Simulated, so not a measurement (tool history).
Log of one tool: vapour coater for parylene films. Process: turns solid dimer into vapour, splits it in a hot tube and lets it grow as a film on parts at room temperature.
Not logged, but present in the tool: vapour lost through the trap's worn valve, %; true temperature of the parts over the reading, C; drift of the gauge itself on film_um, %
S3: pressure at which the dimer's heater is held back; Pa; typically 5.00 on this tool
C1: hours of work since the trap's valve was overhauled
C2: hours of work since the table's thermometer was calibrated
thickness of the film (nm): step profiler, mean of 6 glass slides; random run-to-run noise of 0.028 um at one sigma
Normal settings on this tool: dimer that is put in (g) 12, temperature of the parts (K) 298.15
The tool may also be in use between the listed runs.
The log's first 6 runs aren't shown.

{"hour": 243.0, "done": "trap's valve overhauled"}
{"run": 7, "hour": 266.3, "dimer that is put in (g)": 12, "temperature of the parts (K)": 291.15, "S3": 5.0, "C1": 14, "C2": 83, "thickness of the film (nm)": 8250}
{"run": 8, "hour": 297.4, "dimer that is put in (g)": 20, "temperature of the parts (K)": 298.15, "S3": 5.0, "C1": 34, "C2": 102, "thickness of the film (nm)": 12030}
{"run": 9, "hour": 359.6, "dimer that is put in (g)": 15, "temperature of the parts (K)": 298.15, "S3": 5.0, "C1": 72, "C2": 141, "thickness of the film (nm)": 8940}
{"run": 10, "hour": 406.3, "dimer that is put in (g)": 15, "temperature of the parts (K)": 304.15, "S3": 5.0, "C1": 101, "C2": 170, "thickness of the film (nm)": 7860}
{"run": 11, "hour": 474.6, "dimer that is put in (g)": 15, "temperature of the parts (K)": 304.15, "S3": 10.62, "C1": 143, "C2": 212, "thickness of the film (nm)": 7270}
{"run": 12, "hour": 519.5, "dimer that is put in (g)": 7, "temperature of the parts (K)": 298.15, "S3": 5.0, "C1": 171, "C2": 240, "thickness of the film (nm)": 4050}
{"run": 13, "hour": 565.4, "dimer that is put in (g)": 7, "temperature of the parts (K)": 298.15, "S3": 5.0, "C1": 200, "C2": 268, "thickness of the film (nm)": 4030}
{"run": 14, "hour": 607.2, "dimer that is put in (g)": 12, "temperature of the parts (K)": 298.15, "S3": 5.0, "C1": 226, "C2": 294, "thickness of the film (nm)": 6860}
{"run": 15, "hour": 658.1, "dimer that is put in (g)": 12, "temperature of the parts (K)": 298.15, "S3": 9.14, "C1": 257, "C2": 326, "thickness of the film (nm)": 6360}
{"run": 16, "hour": 689.3, "dimer that is put in (g)": 12, "temperature of the parts (K)": 298.15, "S3": 9.14, "C1": 277, "C2": 345, "thickness of the film (nm)": 6350}
{"hour": 712.6, "done": "trap's valve overhauled"}
{"run": 17, "hour": 733.5, "dimer that is put in (g)": 12, "temperature of the parts (K)": 298.15, "S3": 5.0, "C1": 13, "C2": 370, "thickness of the film (nm)": 7200}
{"run": 18, "hour": 782.0, "dimer that is put in (g)": 12, "temperature of the parts (K)": 298.15, "S3": 5.0, "C1": 43, "C2": 400, "thickness of the film (nm)": 7160}
{"run": 19, "hour": 813.7, "dimer that is put in (g)": 19, "temperature of the parts (K)": 298.15, "S3": 5.0, "C1": 63, "C2": 419, "thickness of the film (nm)": 11340}
{"run": 20, "hour": 859.6, "dimer that is put in (g)": 19, "temperature of the parts (K)": 298.15, "S3": 5.0, "C1": 91, "C2": 448, "thickness of the film (nm)": 11200}
{"run": 21, "hour": 908.7, "dimer that is put in (g)": 19, "temperature of the parts (K)": 298.15, "S3": 5.0, "C1": 121, "C2": 478, "thickness of the film (nm)": 11050}
{"run": 22, "hour": 957.7, "dimer that is put in (g)": 19, "temperature of the parts (K)": 298.15, "S3": 5.0, "C1": 152, "C2": 509, "thickness of the film (nm)": 11060}
{"run": 23, "hour": 1021.5, "dimer that is put in (g)": 19, "temperature of the parts (K)": 298.15, "S3": 5.0, "C1": 191, "C2": 548, "thickness of the film (nm)": 10910}

For run 24, what comes out?
{"run": 24, "hour": 1075.9, "dimer that is put in (g)": 10, "temperature of the parts (K)": 295.15, "S3": 10.05, "C1": 225, "C2": 582, "thickness of the film (nm)": "?"}

{"run 24": {"thickness of the film (nm)": 5610}}
Take away the tool's hidden state, keep the run-to-run variation as it was, and the same run would have given thickness of the film (nm) 5970.
